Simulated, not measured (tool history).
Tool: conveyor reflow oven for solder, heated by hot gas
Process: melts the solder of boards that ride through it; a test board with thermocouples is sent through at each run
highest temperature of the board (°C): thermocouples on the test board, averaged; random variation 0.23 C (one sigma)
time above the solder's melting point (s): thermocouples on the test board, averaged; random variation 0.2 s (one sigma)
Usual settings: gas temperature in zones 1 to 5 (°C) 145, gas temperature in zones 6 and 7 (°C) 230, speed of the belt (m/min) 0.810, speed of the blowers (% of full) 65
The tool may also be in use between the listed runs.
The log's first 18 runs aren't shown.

run,hour,gas temperature in zones 1 to 5 (°C),gas temperature in zones 6 and 7 (°C),speed of the belt (m/min),speed of the blowers (% of full),hours of work since the flux was cleaned out,hours of work since the belt drive was overhauled,hours of work since the thermocouples were changed,highest temperature of the board (°C),time above the solder's melting point (s)
19,629.0,141,230,0.927,65,368,180,1057,202.1,23.4
20,664.4,141,236,0.946,65,387,199,1076,205.6,25.1
21,692.1,145,230,0.935,65,402,214,1091,202.7,24.5
22,712.9,152,243,0.810,51,413,225,1102,214.7,39.4
23,733.9,152,243,0.810,51,424,237,1113,214.3,39.4
24,759.8,145,240,0.810,73,438,251,1127,218.9,40.9
25,788.9,153,225,0.800,68,454,266,1143,207.6,36.3
# hour 803.5: flux residue cleaned out of gas plates and filters
26,838.5,153,225,0.800,68,19,290,1167,211.1,40.2
# hour 843.4: thermocouples of zones 6 and 7 changed
27,866.3,153,225,0.800,68,33,304,12,210.2,39.5
28,910.2,147,245,0.810,60,56,328,36,221.7,42.8
29,941.1,147,245,0.810,60,73,344,53,221.3,43.2
30,982.2,151,238,0.858,73,95,366,75,219.3,40.6

Forecast each of these 5 alternatives for the next run:
A,1020.5,145,245,0.915,85,116,387,95,?,?
B,1020.5,151,238,0.767,71,116,387,95,?,?
C,1020.5,151,231,0.799,57,116,387,95,?,?
D,1020.5,145,230,0.870,65,116,387,95,?,?
E,1020.5,150,238,0.954,82,116,387,95,?,?

run,highest temperature of the board (°C),time above the solder's melting point (s)
A,225.3,38.8
B,221.8,47.1
C,209.9,37.8
D,207.7,31.7
E,218.5,35.7
Without the tool's hidden state the same runs would have given:
run,highest temperature of the board (°C),time above the solder's melting point (s)
A,226.2,39.0
B,222.3,47.2
C,210.3,38.0
D,208.2,32.2
E,219.3,36.0

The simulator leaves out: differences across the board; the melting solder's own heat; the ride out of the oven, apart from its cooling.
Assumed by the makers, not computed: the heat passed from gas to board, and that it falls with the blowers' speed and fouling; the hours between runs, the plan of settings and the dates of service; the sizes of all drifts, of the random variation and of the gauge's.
